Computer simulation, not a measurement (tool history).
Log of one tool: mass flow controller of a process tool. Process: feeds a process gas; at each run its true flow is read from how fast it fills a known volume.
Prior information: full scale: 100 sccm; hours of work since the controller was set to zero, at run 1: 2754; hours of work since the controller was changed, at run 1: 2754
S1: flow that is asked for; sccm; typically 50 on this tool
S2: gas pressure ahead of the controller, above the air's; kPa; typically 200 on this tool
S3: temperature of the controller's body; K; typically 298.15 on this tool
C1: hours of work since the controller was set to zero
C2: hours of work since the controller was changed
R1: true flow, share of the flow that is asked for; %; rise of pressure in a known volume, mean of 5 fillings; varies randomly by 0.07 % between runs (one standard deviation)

run 1 hour=0 | S1=50 S2=200 S3=298.15 | C1=2754 C2=2754 | R1=98.66
run 2 hour=221.6 | S1=50 S2=200 S3=298.15 | C1=2832 C2=2832 | R1=98.66
run 3 hour=558.6 | S1=50 S2=200 S3=298.15 | C1=2950 C2=2950 | R1=98.58
run 4 hour=947 | S1=50 S2=200 S3=298.15 | C1=3086 C2=3086 | R1=98.71
run 5 hour=1384.4 | S1=50 S2=266 S3=298.15 | C1=3240 C2=3240 | R1=99.18
run 6 hour=1622.6 | S1=50 S2=266 S3=298.15 | C1=3323 C2=3323 | R1=99.13
run 7 hour=2114 | S1=50 S2=266 S3=298.15 | C1=3495 C2=3495 | R1=99.29
run 8 hour=2406.1 | S1=50 S2=266 S3=298.15 | C1=3598 C2=3598 | R1=99.29
run 9 hour=2681.7 | S1=50 S2=266 S3=302.15 | C1=3694 C2=3694 | R1=98.84
run 10 hour=2959.3 | S1=50 S2=200 S3=297.15 | C1=3792 C2=3792 | R1=98.86
run 11 hour=3346.3 | S1=50 S2=200 S3=297.15 | C1=3928 C2=3928 | R1=99.06
run 12 hour=3830.6 | S1=50 S2=200 S3=297.15 | C1=4097 C2=4097 | R1=99.01
run 13 hour=4231.9 | S1=73 S2=200 S3=297.15 | C1=4238 C2=4238 | R1=99.89
run 14 hour=4542.3 | S1=50 S2=173 S3=298.15 | C1=4347 C2=4347 | R1=98.78
run 15 hour=4838.7 | S1=50 S2=200 S3=298.15 | C1=4451 C2=4451 | R1=98.9
run 16 hour=5084.1 | S1=50 S2=200 S3=298.15 | C1=4537 C2=4537 | R1=98.89
run 17 hour=5566.1 | S1=10 S2=200 S3=298.15 | C1=4706 C2=4706 | R1=94.77
run 18 hour=5937.6 | S1=10 S2=200 S3=298.15 | C1=4836 C2=4836 | R1=94.81
run 19 hour=6419.8 | S1=10 S2=200 S3=306.15 | C1=5006 C2=5006 | R1=93.78
run 20 hour=6800.2 | S1=10 S2=200 S3=297.15 | C1=5139 C2=5139 | R1=94.89
run 21 hour=7305.7 | S1=10 S2=200 S3=297.15 | C1=5316 C2=5316 | R1=94.79
run 22 hour=7670.9 | S1=50 S2=142 S3=298.15 | C1=5444 C2=5444 | R1=98.55
run 23 hour=8079 | S1=50 S2=142 S3=298.15 | C1=5587 C2=5587 | R1=98.71
run 24 hour=8486.9 | S1=50 S2=161 S3=298.15 | C1=5730 C2=5730 | R1=98.71
run 25 hour=8783 | S1=50 S2=217 S3=299.15 | C1=5834 C2=5834 | R1=99.11
run 26 hour=9140.3 | S1=50 S2=217 S3=299.15 | C1=5960 C2=5960 | R1=99.07
-- hour=9254.4 controller's zero set anew
run 27 hour=9389.7 | S1=50 S2=217 S3=299.15 | C1=47 C2=6047 | R1=100.09
run 28 hour=9725.8 | S1=50 S2=217 S3=299.15 | C1=165 C2=6165 | R1=99.94
run 29 hour=10063.8 | S1=50 S2=217 S3=299.15 | C1=284 C2=6283 | R1=99.99
run 30 hour=10535.8 | S1=44 S2=200 S3=296.15 | C1=449 C2=6449 | R1=100.04
run 31 hour=10957.8 | S1=69 S2=226 S3=311.15 | C1=597 C2=6597 | R1=99.36
run 32 hour=11321.6 | S1=19 S2=218 S3=293.15 | C1=725 C2=6724 | R1=99.62
run 33 hour=11762.2 | S1=51 S2=238 S3=309.15 | C1=880 C2=6879 | R1=99.18
run 34 hour=12170.9 | S1=21 S2=203 S3=300.15 | C1=1023 C2=7022 | R1=98.81
run 35 hour=12450.2 | S1=21 S2=203 S3=300.15 | C1=1121 C2=7120 | R1=98.83
run 36 hour=12670.3 | S1=21 S2=154 S3=312.15 | C1=1198 C2=7198 | R1=97.03
run 37 hour=12963.1 | S1=99 S2=154 S3=309.15 | C1=1301 C2=7300 | R1=100.14
run 38 hour=13393.6 | S1=45 S2=143 S3=302.15 | C1=1452 C2=7451 | R1=99.03
run 39 hour=13730.9 | S1=14 S2=188 S3=300.15 | C1=1570 C2=7569 | R1=98.15
run 40 hour=14239.3 | S1=50 S2=144 S3=298.15 | C1=1748 C2=7748 | R1=99.86
run 41 hour=14537.9 | S1=24 S2=200 S3=307.15 | C1=1853 C2=7853 | R1=98.03
run 42 hour=14784.5 | S1=24 S2=200 S3=307.15 | C1=1940 C2=7939 | R1=98.09
run 43 hour=15228 | S1=17 S2=150 S3=312.15 | C1=2095 C2=8095 | R1=96.5
run 44 hour=15706.2 | S1=47 S2=249 S3=298.15 | C1=2263 C2=8262 | R1=100.7
run 45 hour=15939.4 | S1=42 S2=168 S3=297.15 | C1=2345 C2=8344 | R1=99.95
run 46 hour=16413.9 | S1=10 S2=200 S3=304.15 | C1=2511 C2=8510 | R1=96.81
run 47 hour=16626.9 | S1=10 S2=200 S3=304.15 | C1=2586 C2=8585 | R1=96.78

Difference, measured minus no-hidden-state, one row per run. Run-to-run variation is common to both terms; the gauge's own scatter need not be:
What the log doesn't record here: flow at rest that the sensor doesn't see, % of full scale; true flow over the shown one, %; drift of the gauge itself on true_pct, %.
run=1 R1=+0.14
run=2 R1=+0.16
run=3 R1=+0.17
run=4 R1=+0.19
run=5 R1=+0.21
run=6 R1=+0.21
run=7 R1=+0.24
run=8 R1=+0.25
run=9 R1=+0.26
run=10 R1=+0.28
run=11 R1=+0.3
run=12 R1=+0.32
run=13 R1=+0.55
run=14 R1=+0.36
run=15 R1=+0.37
run=16 R1=+0.38
run=17 R1=-2.53
run=18 R1=-2.58
run=19 R1=-2.64
run=20 R1=-2.7
run=21 R1=-2.76
run=22 R1=+0.51
run=23 R1=+0.53
run=24 R1=+0.54
run=25 R1=+0.56
run=26 R1=+0.58
run=27 R1=+1.45
run=28 R1=+1.47
run=29 R1=+1.48
run=30 R1=+1.48
run=31 R1=+1.56
run=32 R1=+1.27
run=33 R1=+1.56
run=34 R1=+1.3
run=35 R1=+1.31
run=36 R1=+1.3
run=37 R1=+1.75
run=38 R1=+1.63
run=39 R1=+0.95
run=40 R1=+1.7
run=41 R1=+1.37
run=42 R1=+1.36
run=43 R1=+1.04
run=44 R1=+1.73
run=45 R1=+1.7
run=46 R1=+0.14
run=47 R1=+0.1
